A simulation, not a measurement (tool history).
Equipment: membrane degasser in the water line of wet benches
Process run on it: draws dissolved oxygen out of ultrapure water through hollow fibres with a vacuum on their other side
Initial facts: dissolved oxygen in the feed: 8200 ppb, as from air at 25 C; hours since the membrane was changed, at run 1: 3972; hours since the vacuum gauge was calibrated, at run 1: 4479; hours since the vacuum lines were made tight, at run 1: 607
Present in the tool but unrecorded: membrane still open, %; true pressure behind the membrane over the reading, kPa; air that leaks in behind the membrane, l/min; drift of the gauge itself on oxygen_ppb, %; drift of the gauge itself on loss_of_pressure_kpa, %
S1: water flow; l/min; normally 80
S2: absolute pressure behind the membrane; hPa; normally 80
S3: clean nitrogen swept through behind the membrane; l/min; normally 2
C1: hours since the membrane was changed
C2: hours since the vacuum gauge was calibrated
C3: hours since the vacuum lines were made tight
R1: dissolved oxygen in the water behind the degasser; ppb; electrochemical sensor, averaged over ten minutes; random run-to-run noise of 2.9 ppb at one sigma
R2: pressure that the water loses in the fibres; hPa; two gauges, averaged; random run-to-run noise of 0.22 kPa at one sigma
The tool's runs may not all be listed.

run,hour,S1,S2,S3,C1,C2,C3,R1,R2
1,0,80,80,2,3972,4479,607,407.2,544.4
2,101,80,80,2,4073,4580,708,405.1,546.2
3,169.1,85,80,2,4141,4648,776,428.7,578.4
4,237,80,80,2,4209,4716,844,409.4,543.9
5,323.3,80,80,2,4296,4802,930,403.7,545.6
6,414.3,80,81.7,2,4387,4893,1021,418.1,544.5
7,503,80,81.7,2,4475,4982,1110,420.4,544.1
8,554.2,80,81.7,2,4527,5033,1161,422.3,549.2
9,664.2,80,81.7,2,4637,5143,1271,417.7,547.6
10,772.4,80,81.7,2,4745,5251,1379,422,543.1
# hour 795.4: vacuum gauge calibrated
11,887.5,57,81.7,2,4859,92,1494,295.9,391.1
12,997.1,57,81.7,2,4969,202,1603,297.2,391.1
13,1115.5,55,80.6,1.1,5087,320,1722,445.6,379.7
14,1205.1,115,68.6,0.8,5177,410,1811,757.3,779.9
15,1323.7,80,90.6,2.6,5296,528,1930,384.4,550
16,1425.9,80,90.6,3.87,5398,630,2032,285.6,546.8
17,1539.1,119,80,5.06,5511,744,2145,364.9,813.7
18,1636.8,67,96.9,1.42,5609,841,2243,574.6,458.4
19,1711.8,67,96.9,1.42,5684,916,2318,577,457.5
20,1784.2,80,88.2,1.1,5756,989,2390,683.4,543.9
21,1840.8,80,88.2,1.1,5813,1045,2447,677.9,546.9
22,1930.6,67,101.4,5.72,5902,1135,2537,195.7,460.9
23,1991.5,96,178.6,1.13,5963,1196,2598,1774.5,661.4

Below, some changes in R1 between adjacent runs. For each, the amount present without the hidden state too (settings, incoming material, random variation) and the amount remaining for the hidden state with gauge scatter not shared by both compared results:
Run 10 -> 11: S1 80 -> 57, vacuum gauge calibrated. R1 -126.1 ppb: hidden state -14.3, all else -111.8.
Run 13 -> 14: S1 55 -> 115, S2 80.6 -> 68.6, S3 1.1 -> 0.8. R1 +311.7 ppb: hidden state +6.4, all else +305.3.
Run 21 -> 22: S1 80 -> 67, S2 88.2 -> 101.4, S3 1.1 -> 5.72. R1 -482.2 ppb: hidden state -2.8, all else -479.4.
Run 22 -> 23: S1 67 -> 96, S2 101.4 -> 178.6, S3 5.72 -> 1.13. R1 +1578.8 ppb: hidden state +3.3, all else +1575.5.
